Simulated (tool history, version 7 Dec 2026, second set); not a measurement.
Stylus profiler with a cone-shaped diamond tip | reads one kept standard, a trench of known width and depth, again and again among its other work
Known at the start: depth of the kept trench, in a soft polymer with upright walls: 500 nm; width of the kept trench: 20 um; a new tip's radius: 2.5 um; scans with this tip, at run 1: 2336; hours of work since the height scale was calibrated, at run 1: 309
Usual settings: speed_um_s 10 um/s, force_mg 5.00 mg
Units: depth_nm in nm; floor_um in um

run	day	speed_um_s	force_mg	scans with this tip	hours of work since the height scale was calibrated	depth_nm	floor_um
1	0.000	10	5.00	2336	309	507.90	16.64
2	3.012	10	13.43	2678	354	514.72	16.52
3	4.325	10	13.43	2827	374	514.98	16.52
4	6.158	10	13.43	3036	401	514.71	16.40
5	7.842	10	13.43	3227	427	515.01	16.47
6	10.479	10	2.80	3526	466	505.49	16.37
7	13.146	10	5.00	3829	506	508.14	16.33
8	15.525	10	5.00	4099	542	508.30	16.28
9	17.133	10	5.00	4282	566	508.30	16.23
10	20.092	10	5.00	4618	611	508.16	16.17
11	23.108	7	8.57	4960	656	511.88	16.16
12	25.067	10	4.27	5183	686	507.94	16.11
13	27.862	10	4.27	5501	727	507.66	16.11
# day 28.050: height scale calibrated on a step standard
14	30.821	10	4.27	5834	42	508.47	16.04
15	32.367	16	3.46	6010	65	507.51	16.04
16	34.379	10	4.43	6238	95	508.67	15.90
17	37.125	34	4.45	6550	136	508.61	15.88
18	39.708	3	3.69	6843	175	508.01	15.95
19	42.583	7	4.94	7170	218	509.56	15.83

Forecast each of these 3 alternatives for the next run:
A	44.017	26	10.54	7333	240	?	?
B	44.017	8	1.88	7333	240	?	?
C	44.017	7	11.25	7333	240	?	?

run	depth_nm	floor_um
A	514.18	15.84
B	505.78	15.84
C	514.40	15.87
Without the tool's hidden state the same runs would have given:
run	depth_nm	floor_um
A	512.13	16.98
B	503.76	16.98
C	512.35	17.02
